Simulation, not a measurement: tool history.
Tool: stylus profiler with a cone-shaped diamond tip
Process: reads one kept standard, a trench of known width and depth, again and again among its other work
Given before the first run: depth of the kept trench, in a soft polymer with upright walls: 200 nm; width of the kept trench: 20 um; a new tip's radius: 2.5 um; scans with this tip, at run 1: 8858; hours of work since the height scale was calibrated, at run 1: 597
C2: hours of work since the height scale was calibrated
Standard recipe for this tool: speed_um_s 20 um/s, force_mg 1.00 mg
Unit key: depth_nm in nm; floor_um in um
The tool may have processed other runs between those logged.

{"run": 1, "hour": 0.0, "speed_um_s": 20, "force_mg": 1.0, "scans with this tip": 8858, "C2": 597, "depth_nm": 200.66, "floor_um": 17.1}
{"run": 2, "hour": 105.8, "speed_um_s": 12, "force_mg": 1.0, "scans with this tip": 9564, "C2": 645, "depth_nm": 200.7, "floor_um": 17.07}
{"run": 3, "hour": 199.4, "speed_um_s": 12, "force_mg": 1.0, "scans with this tip": 10188, "C2": 687, "depth_nm": 200.57, "floor_um": 17.04}
{"run": 4, "hour": 264.1, "speed_um_s": 20, "force_mg": 1.0, "scans with this tip": 10620, "C2": 716, "depth_nm": 200.62, "floor_um": 16.94}
{"run": 5, "hour": 323.0, "speed_um_s": 20, "force_mg": 1.0, "scans with this tip": 11013, "C2": 742, "depth_nm": 200.63, "floor_um": 16.96}
{"run": 6, "hour": 368.9, "speed_um_s": 20, "force_mg": 1.0, "scans with this tip": 11318, "C2": 763, "depth_nm": 200.55, "floor_um": 16.9}
{"run": 7, "hour": 418.4, "speed_um_s": 20, "force_mg": 1.0, "scans with this tip": 11648, "C2": 785, "depth_nm": 200.54, "floor_um": 16.93}
{"run": 8, "hour": 472.3, "speed_um_s": 20, "force_mg": 1.0, "scans with this tip": 12008, "C2": 809, "depth_nm": 200.58, "floor_um": 16.86}
{"run": 9, "hour": 547.0, "speed_um_s": 20, "force_mg": 1.0, "scans with this tip": 12507, "C2": 843, "depth_nm": 200.51, "floor_um": 16.78}
{"run": 10, "hour": 651.9, "speed_um_s": 20, "force_mg": 1.0, "scans with this tip": 13206, "C2": 890, "depth_nm": 200.41, "floor_um": 16.82}
{"run": 11, "hour": 712.3, "speed_um_s": 38, "force_mg": 1.0, "scans with this tip": 13608, "C2": 917, "depth_nm": 200.47, "floor_um": 16.74}
{"run": 12, "hour": 780.5, "speed_um_s": 38, "force_mg": 1.0, "scans with this tip": 14063, "C2": 948, "depth_nm": 200.46, "floor_um": 16.67}
{"hour": 866.4, "done": "height scale calibrated on a step standard"}
{"run": 13, "hour": 883.3, "speed_um_s": 49, "force_mg": 1.77, "scans with this tip": 14746, "C2": 8, "depth_nm": 200.52, "floor_um": 16.64}
{"run": 14, "hour": 981.7, "speed_um_s": 49, "force_mg": 1.77, "scans with this tip": 15402, "C2": 52, "depth_nm": 200.49, "floor_um": 16.56}
{"run": 15, "hour": 1039.9, "speed_um_s": 49, "force_mg": 0.82, "scans with this tip": 15790, "C2": 78, "depth_nm": 199.69, "floor_um": 16.45}
{"run": 16, "hour": 1122.5, "speed_um_s": 6, "force_mg": 0.95, "scans with this tip": 16341, "C2": 115, "depth_nm": 199.72, "floor_um": 16.65}
{"run": 17, "hour": 1198.8, "speed_um_s": 9, "force_mg": 0.84, "scans with this tip": 16850, "C2": 149, "depth_nm": 199.67, "floor_um": 16.59}
{"hour": 1223.0, "done": "height scale calibrated on a step standard, once more"}
{"run": 18, "hour": 1285.0, "speed_um_s": 21, "force_mg": 1.29, "scans with this tip": 17422, "C2": 28, "depth_nm": 201.62, "floor_um": 16.5}

Run 19 comes next. What will it give?
{"run": 19, "hour": 1387.3, "speed_um_s": 33, "force_mg": 0.61, "scans with this tip": 18104, "C2": 74, "depth_nm": "?", "floor_um": "?"}

{"run 19": {"depth_nm": 200.94, "floor_um": 16.39}}
With the hidden condition absent and the run-to-run variation left alone, this run would have shown depth_nm 200.93 nm, floor_um 17.89 um.
